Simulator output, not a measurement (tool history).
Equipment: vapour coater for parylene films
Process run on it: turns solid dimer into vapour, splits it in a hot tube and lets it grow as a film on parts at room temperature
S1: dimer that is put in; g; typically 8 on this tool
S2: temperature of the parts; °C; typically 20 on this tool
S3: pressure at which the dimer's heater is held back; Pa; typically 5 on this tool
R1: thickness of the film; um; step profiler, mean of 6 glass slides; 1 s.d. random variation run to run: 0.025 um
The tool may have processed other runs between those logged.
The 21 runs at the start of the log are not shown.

| run | hour | S1 | S2 | S3 | R1 |
|---|---|---|---|---|---|
| 22 | 353.3 | 4 | 24 | 2.2 | 0.83 |
| 23 | 366.9 | 8 | 18 | 2.58 | 1.91 |
| 24 | 377.5 | 8 | 18 | 5.4 | 1.72 |
| 25 | 399.8 | 8 | 21 | 2.92 | 1.74 |
| 26 | 416 | 4 | 20 | 5.74 | 0.77 |
| 27 | 434.1 | 4 | 20 | 5.74 | 0.77 |
| 28 | 443.9 | 4 | 20 | 5.74 | 0.79 |
| 29 | 467.2 | 4 | 21 | 8.66 | 0.68 |
| 30 | 477.9 | 4 | 21 | 8.66 | 0.67 |
| 31 | 489.3 | 10 | 15 | 10.06 | 1.94 |
| 32 | 512.1 | 4 | 18 | 5 | 0.82 |
|  | 524.5 | trap's valve overhauled |
| 33 | 528.2 | 3 | 19 | 4.07 | 0.71 |
| 34 | 544.2 | 8 | 20 | 8.82 | 1.56 |
| 35 | 560 | 8 | 20 | 8.82 | 1.56 |
| 36 | 575.6 | 8 | 20 | 8.82 | 1.54 |
| 37 | 590.7 | 8 | 24 | 5 | 1.45 |
| 38 | 610.7 | 8 | 16 | 2.58 | 2 |

Predict each of these 3 candidate next runs independently; none follows another, all start after run 38:
| A | 624.5 | 7 | 26 | 2.55 | ? |
| B | 624.5 | 5 | 15 | 5 | ? |
| C | 624.5 | 4 | 14 | 2.58 | ? |

| run | R1 |
|---|---|
| A | 1.36 |
| B | 1.15 |
| C | 1.1 |
What these runs would have given with no unlogged condition in the tool:
| run | R1 |
|---|---|
| A | 1.48 |
| B | 1.25 |
| C | 1.2 |
